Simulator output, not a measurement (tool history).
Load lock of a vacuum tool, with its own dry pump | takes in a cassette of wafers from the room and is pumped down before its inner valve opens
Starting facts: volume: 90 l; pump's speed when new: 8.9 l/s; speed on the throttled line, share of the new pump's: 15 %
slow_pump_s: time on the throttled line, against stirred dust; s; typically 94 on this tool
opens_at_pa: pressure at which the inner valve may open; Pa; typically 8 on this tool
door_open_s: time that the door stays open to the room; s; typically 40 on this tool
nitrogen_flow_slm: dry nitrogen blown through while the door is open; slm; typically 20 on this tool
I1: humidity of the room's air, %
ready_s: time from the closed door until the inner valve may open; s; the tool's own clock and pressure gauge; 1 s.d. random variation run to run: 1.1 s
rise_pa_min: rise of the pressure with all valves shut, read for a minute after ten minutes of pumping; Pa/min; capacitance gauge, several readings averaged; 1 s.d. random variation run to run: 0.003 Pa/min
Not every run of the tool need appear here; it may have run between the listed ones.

{"run": 1, "hour": 0.0, "slow_pump_s": 94, "opens_at_pa": 8, "door_open_s": 40, "nitrogen_flow_slm": 20, "I1": 51.9, "ready_s": 180.1, "rise_pa_min": 0.114}
{"run": 2, "hour": 612.0, "slow_pump_s": 53, "opens_at_pa": 8, "door_open_s": 40, "nitrogen_flow_slm": 20, "I1": 45.2, "ready_s": 144.7, "rise_pa_min": 0.111}
{"run": 3, "hour": 1187.5, "slow_pump_s": 53, "opens_at_pa": 8, "door_open_s": 40, "nitrogen_flow_slm": 20, "I1": 41.2, "ready_s": 145.3, "rise_pa_min": 0.114}
{"run": 4, "hour": 1856.6, "slow_pump_s": 53, "opens_at_pa": 8, "door_open_s": 40, "nitrogen_flow_slm": 20, "I1": 46.8, "ready_s": 146.2, "rise_pa_min": 0.126}
{"run": 5, "hour": 2441.7, "slow_pump_s": 53, "opens_at_pa": 8, "door_open_s": 40, "nitrogen_flow_slm": 20, "I1": 46.4, "ready_s": 145.4, "rise_pa_min": 0.119}
{"run": 6, "hour": 2948.5, "slow_pump_s": 53, "opens_at_pa": 8, "door_open_s": 40, "nitrogen_flow_slm": 6, "I1": 44.6, "ready_s": 145.6, "rise_pa_min": 0.136}
{"run": 7, "hour": 3289.5, "slow_pump_s": 53, "opens_at_pa": 8, "door_open_s": 40, "nitrogen_flow_slm": 6, "I1": 45.1, "ready_s": 145.1, "rise_pa_min": 0.135}
{"run": 8, "hour": 3813.7, "slow_pump_s": 53, "opens_at_pa": 8, "door_open_s": 40, "nitrogen_flow_slm": 24, "I1": 42, "ready_s": 147.4, "rise_pa_min": 0.131}
{"run": 9, "hour": 4296.4, "slow_pump_s": 53, "opens_at_pa": 8, "door_open_s": 40, "nitrogen_flow_slm": 24, "I1": 46.3, "ready_s": 147.5, "rise_pa_min": 0.128}
{"run": 10, "hour": 4654.3, "slow_pump_s": 53, "opens_at_pa": 8, "door_open_s": 40, "nitrogen_flow_slm": 18, "I1": 45.4, "ready_s": 148, "rise_pa_min": 0.138}
{"run": 11, "hour": 5138.1, "slow_pump_s": 94, "opens_at_pa": 11, "door_open_s": 40, "nitrogen_flow_slm": 20, "I1": 43.9, "ready_s": 178.8, "rise_pa_min": 0.139}
{"run": 12, "hour": 5776.0, "slow_pump_s": 82, "opens_at_pa": 8, "door_open_s": 40, "nitrogen_flow_slm": 20, "I1": 39.2, "ready_s": 174.7, "rise_pa_min": 0.138}
{"run": 13, "hour": 6429.7, "slow_pump_s": 94, "opens_at_pa": 8, "door_open_s": 40, "nitrogen_flow_slm": 20, "I1": 43.7, "ready_s": 185.4, "rise_pa_min": 0.14}
{"run": 14, "hour": 7103.7, "slow_pump_s": 94, "opens_at_pa": 8, "door_open_s": 40, "nitrogen_flow_slm": 20, "I1": 44.2, "ready_s": 183.8, "rise_pa_min": 0.147}
{"run": 15, "hour": 7464.0, "slow_pump_s": 94, "opens_at_pa": 8, "door_open_s": 40, "nitrogen_flow_slm": 20, "I1": 41.2, "ready_s": 183.8, "rise_pa_min": 0.15}
{"run": 16, "hour": 8186.9, "slow_pump_s": 94, "opens_at_pa": 8, "door_open_s": 40, "nitrogen_flow_slm": 20, "I1": 44.8, "ready_s": 183.8, "rise_pa_min": 0.158}
{"run": 17, "hour": 8857.9, "slow_pump_s": 57, "opens_at_pa": 8, "door_open_s": 40, "nitrogen_flow_slm": 20, "I1": 47.7, "ready_s": 155.5, "rise_pa_min": 0.16}
{"run": 18, "hour": 9222.7, "slow_pump_s": 57, "opens_at_pa": 8, "door_open_s": 40, "nitrogen_flow_slm": 20, "I1": 43.4, "ready_s": 155, "rise_pa_min": 0.158}
{"run": 19, "hour": 9863.0, "slow_pump_s": 57, "opens_at_pa": 8, "door_open_s": 40, "nitrogen_flow_slm": 20, "I1": 46.2, "ready_s": 154.2, "rise_pa_min": 0.163}
{"run": 20, "hour": 10385.0, "slow_pump_s": 135, "opens_at_pa": 6, "door_open_s": 28, "nitrogen_flow_slm": 27, "I1": 44.8, "ready_s": 222.7, "rise_pa_min": 0.16}
{"run": 21, "hour": 10800.8, "slow_pump_s": 86, "opens_at_pa": 7, "door_open_s": 28, "nitrogen_flow_slm": 27, "I1": 44, "ready_s": 181.5, "rise_pa_min": 0.159}
{"run": 22, "hour": 11237.4, "slow_pump_s": 94, "opens_at_pa": 10, "door_open_s": 57, "nitrogen_flow_slm": 20, "I1": 45.3, "ready_s": 184.2, "rise_pa_min": 0.173}
{"run": 23, "hour": 11687.1, "slow_pump_s": 94, "opens_at_pa": 10, "door_open_s": 40, "nitrogen_flow_slm": 20, "I1": 45.4, "ready_s": 186.2, "rise_pa_min": 0.177}
{"run": 24, "hour": 12403.7, "slow_pump_s": 75, "opens_at_pa": 13, "door_open_s": 79, "nitrogen_flow_slm": 18, "I1": 42.8, "ready_s": 165.9, "rise_pa_min": 0.189}
{"run": 25, "hour": 13005.2, "slow_pump_s": 94, "opens_at_pa": 9, "door_open_s": 40, "nitrogen_flow_slm": 17, "I1": 45.4, "ready_s": 185.8, "rise_pa_min": 0.183}
{"run": 26, "hour": 13646.9, "slow_pump_s": 94, "opens_at_pa": 8, "door_open_s": 40, "nitrogen_flow_slm": 12, "I1": 44.2, "ready_s": 188.4, "rise_pa_min": 0.191}
{"run": 27, "hour": 14295.0, "slow_pump_s": 94, "opens_at_pa": 8, "door_open_s": 40, "nitrogen_flow_slm": 12, "I1": 44.7, "ready_s": 190.7, "rise_pa_min": 0.199}
{"hour": 14341.8, "done": "door's seal changed, seat wiped"}
{"run": 28, "hour": 14777.5, "slow_pump_s": 134, "opens_at_pa": 8, "door_open_s": 116, "nitrogen_flow_slm": 12, "I1": 43.3, "ready_s": 223.5, "rise_pa_min": 0.047}
{"run": 29, "hour": 15347.8, "slow_pump_s": 61, "opens_at_pa": 7, "door_open_s": 40, "nitrogen_flow_slm": 26, "I1": 46.3, "ready_s": 165.1, "rise_pa_min": 0.033}
{"run": 30, "hour": 15813.8, "slow_pump_s": 109, "opens_at_pa": 6, "door_open_s": 71, "nitrogen_flow_slm": 31, "I1": 47, "ready_s": 208.4, "rise_pa_min": 0.033}

Below are 5 alternative next runs, each starting from the tool's condition after run 30. Predict each:
{"run": "A", "hour": 16536.5, "slow_pump_s": 130, "opens_at_pa": 7, "door_open_s": 91, "nitrogen_flow_slm": 20, "I1": 44, "ready_s": "?", "rise_pa_min": "?"}
{"run": "B", "hour": 16536.5, "slow_pump_s": 94, "opens_at_pa": 8, "door_open_s": 47, "nitrogen_flow_slm": 20, "I1": 43.8, "ready_s": "?", "rise_pa_min": "?"}
{"run": "C", "hour": 16536.5, "slow_pump_s": 168, "opens_at_pa": 8, "door_open_s": 71, "nitrogen_flow_slm": 31, "I1": 44.3, "ready_s": "?", "rise_pa_min": "?"}
{"run": "D", "hour": 16536.5, "slow_pump_s": 109, "opens_at_pa": 6, "door_open_s": 71, "nitrogen_flow_slm": 14, "I1": 43.3, "ready_s": "?", "rise_pa_min": "?"}
{"run": "E", "hour": 16536.5, "slow_pump_s": 94, "opens_at_pa": 8, "door_open_s": 40, "nitrogen_flow_slm": 7, "I1": 43.5, "ready_s": "?", "rise_pa_min": "?"}

run=A ready_s=220.9 rise_pa_min=0.043
run=B ready_s=192.1 rise_pa_min=0.033
run=C ready_s=251.9 rise_pa_min=0.032
run=D ready_s=208 rise_pa_min=0.04
run=E ready_s=191.5 rise_pa_min=0.041
Stripped of hidden state, with their random variation kept, the same runs would have yielded:
run=A ready_s=207.5 rise_pa_min=0.04
run=B ready_s=177.8 rise_pa_min=0.029
run=C ready_s=239.5 rise_pa_min=0.029
run=D ready_s=193.6 rise_pa_min=0.037
run=E ready_s=177.3 rise_pa_min=0.038
